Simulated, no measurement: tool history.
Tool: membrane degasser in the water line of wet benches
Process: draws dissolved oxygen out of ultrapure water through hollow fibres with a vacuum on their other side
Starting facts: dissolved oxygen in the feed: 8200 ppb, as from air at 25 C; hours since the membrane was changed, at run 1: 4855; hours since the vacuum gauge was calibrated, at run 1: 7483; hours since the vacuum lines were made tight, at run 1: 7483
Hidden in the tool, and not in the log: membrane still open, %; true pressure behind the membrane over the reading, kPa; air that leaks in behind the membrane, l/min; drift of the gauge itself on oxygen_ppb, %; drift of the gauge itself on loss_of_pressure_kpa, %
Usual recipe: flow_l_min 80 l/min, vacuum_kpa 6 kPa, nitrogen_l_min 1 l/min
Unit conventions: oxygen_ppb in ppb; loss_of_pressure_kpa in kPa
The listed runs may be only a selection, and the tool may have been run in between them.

run    hour  flow_l_min  vacuum_kpa  nitrogen_l_min  hours since the membrane was changed  hours since the vacuum gauge was calibrated  hours since the vacuum lines were made tight  oxygen_ppb  loss_of_pressure_kpa
  1       0          80           6               1                                  4855                                         7483                                          7483       462.7                  35.7
      111.1  -- seals of the vacuum lines changed
  2   118.3          80           6               1                                  4971                                         7599                                             7       462.8                  35.6
      178.8  -- vacuum gauge calibrated
  3   202.6         124           6               1                                  5055                                           24                                            91       636.3                 55.46
  4   293.1         124           6               1                                  5145                                          114                                           181       650.7                 54.94
  5   406.4         124           6               1                                  5258                                          228                                           295       647.6                    55
  6   523.1         124           6               1                                  5375                                          344                                           412         645                 55.29
  7   578.1         124           6               1                                  5430                                          399                                           466       651.3                 55.01
  8   673.3         124           6               1                                  5525                                          494                                           562       641.5                 54.93
  9   749.3         124         4.2               1                                  5601                                          570                                           638       362.4                 55.54
 10   878.7          80        3.93               1                                  5731                                          700                                           767       153.1                 35.43
 11   976.4          81           6               1                                  5828                                          798                                           865       424.2                 36.21
 12  1062.2          80          12               1                                  5914                                          883                                           951      1100.8                 36.21
 13  1129.7          80          12            2.47                                  5982                                          951                                          1018       611.7                 35.73
 14  1200.4          76           6               1                                  6052                                         1022                                          1089       400.8                 33.99
 15    1264          76           6               1                                  6116                                         1085                                          1152         395                 33.93
 16  1383.4          76           6               1                                  6236                                         1205                                          1272         400                 34.23
 17  1469.6          76           6               1                                  6322                                         1291                                          1358       396.9                  34.7
 18  1540.9          66           6               1                                  6393                                         1362                                          1429       353.3                 29.83
 19  1611.2          50       10.01            0.78                                  6463                                         1432                                          1500       746.2                 22.07
 20  1675.2          80        3.69            1.82                                  6527                                         1496                                          1564       101.5                 35.92
 21  1731.8         119        7.87            1.82                                  6584                                         1553                                          1620       678.8                  53.7
 22  1827.7          56           6               1                                  6680                                         1649                                          1716       302.5                 25.33
 23    1947          48        7.39            0.79                                  6799                                         1768                                          1835       458.7                 21.55
 24  2031.4          48        7.39            0.79                                  6883                                         1853                                          1920       466.1                 21.57
 25  2157.4          48        7.39            0.79                                  7009                                         1979                                          2046       453.6                 21.61
 26  2271.2          48        7.39            0.79                                  7123                                         2092                                          2160         454                 21.69
 27  2386.8          64           6            2.83                                  7239                                         2208                                          2275       166.1                 28.76
 28  2461.8          64       11.32            0.95                                  7314                                         2283                                          2350       916.9                 28.65
 29  2549.8          75          13               1                                  7402                                         2371                                          2438      1161.6                 33.77
 30    2636          75          13               1                                  7488                                         2457                                          2524      1174.3                 34.15
 31  2694.1          75          13               1                                  7546                                         2515                                          2582      1166.2                 33.91
 32  2800.6          58       13.52               1                                  7653                                         2622                                          2689      1007.3                 26.38
 33  2860.1          48       13.52               1                                  7712                                         2681                                          2748       894.9                 21.93

Some steps in oxygen_ppb between neighbouring runs. How much of each would the tool show without its hidden state too (settings, what came in, random variation), and how much is left for the hidden state, with any gauge scatter that isn't in both results?
Run 2 -> 3: flow_l_min 80 -> 124, vacuum gauge calibrated. oxygen_ppb +173.5 ppb: hidden state -35.9, all else +209.4.
Run 9 -> 10: flow_l_min 124 -> 80, vacuum_kpa 4.2 -> 3.93. oxygen_ppb -209.3 ppb: hidden state -19, all else -190.3.
Run 11 -> 12: flow_l_min 81 -> 80, vacuum_kpa 6 -> 12. oxygen_ppb +676.6 ppb: hidden state -2.6, all else +679.2.
Run 19 -> 20: flow_l_min 50 -> 80, vacuum_kpa 10.01 -> 3.69, nitrogen_l_min 0.78 -> 1.82. oxygen_ppb -644.7 ppb: hidden state +9.6, all else -654.3.
Run 21 -> 22: flow_l_min 119 -> 56, vacuum_kpa 7.87 -> 6, nitrogen_l_min 1.82 -> 1. oxygen_ppb -376.3 ppb: hidden state -25.1, all else -351.2.
Run 27 -> 28: vacuum_kpa 6 -> 11.32, nitrogen_l_min 2.83 -> 0.95. oxygen_ppb +750.8 ppb: hidden state +5.3, all else +745.5.
